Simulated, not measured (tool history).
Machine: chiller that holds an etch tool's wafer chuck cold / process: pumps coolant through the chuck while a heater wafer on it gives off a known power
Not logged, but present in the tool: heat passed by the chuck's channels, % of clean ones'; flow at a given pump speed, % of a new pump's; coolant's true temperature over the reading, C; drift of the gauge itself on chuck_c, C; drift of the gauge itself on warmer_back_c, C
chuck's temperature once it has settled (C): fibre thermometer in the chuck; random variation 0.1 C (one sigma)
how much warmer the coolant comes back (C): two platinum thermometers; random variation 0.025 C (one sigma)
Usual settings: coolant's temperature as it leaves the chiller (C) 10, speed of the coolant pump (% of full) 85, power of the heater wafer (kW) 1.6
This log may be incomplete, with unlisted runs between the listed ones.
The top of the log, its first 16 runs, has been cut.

run,hour,coolant's temperature as it leaves the chiller (C),speed of the coolant pump (% of full),power of the heater wafer (kW),hours since the coolant was changed and the channels were flushed,hours since the pump was overhauled,hours since the chiller's thermometer was calibrated,chuck's temperature once it has settled (C),how much warmer the coolant comes back (C)
17,2054.6,10,85,1.6,9473,7856,154,23.3,5.94
18,2198.2,18,98,1.612,9617,8000,297,29.8,5.17
19,2327.4,10,63,0.953,9746,8129,426,19.9,4.92
20,2437.3,10,63,0.953,9856,8239,536,20.4,4.95
21,2522.5,10,63,0.953,9941,8324,622,20.6,4.94
# hour 2657.7: coolant changed, channels flushed
22,2717.7,1,72,1.487,60,8513,811,13.2,6.64
23,2831.7,1,72,1.487,174,8627,925,13.3,6.67
24,3003.8,1,72,1.487,346,8799,1097,13.4,6.72
25,3090.9,1,72,1.487,433,8886,1184,13.3,6.69
26,3265.3,13,89,2.32,608,9061,1358,29,8.19
27,3412.5,17,89,2.227,755,9208,1505,32.6,7.93
28,3505.8,17,70,0.866,848,9301,1599,24.5,4.02
29,3668.5,17,70,0.866,1011,9464,1762,24.5,4.03
30,3831.4,15,71,0.895,1174,9627,1924,22.6,4.14
31,3912.6,13,85,1.326,1255,9708,2006,22.9,5.01
32,4076.9,3,85,1.6,1419,9872,2170,14.8,6.05
33,4215.2,0,92,0.943,1557,10011,2308,6.5,3.26

Forecast each of these 3 alternatives for the next run:
# hour 4278: chiller's thermometer calibrated
A,4315.7,18,92,1.971,1657,10110,38,?,?
# hour 4278: chiller's thermometer calibrated
B,4315.7,10,76,1.6,1657,10110,38,?,?
# hour 4278: chiller's thermometer calibrated
C,4315.7,0,73,0.943,1657,10110,38,?,?

run,chuck's temperature once it has settled (C),how much warmer the coolant comes back (C)
A,31.6,6.87
B,23,6.84
C,8.1,4.23
Without the tool's unlogged condition, the same runs would have read:
run,chuck's temperature once it has settled (C),how much warmer the coolant comes back (C)
A,30.5,6.3
B,21.9,6.27
C,7.4,3.88
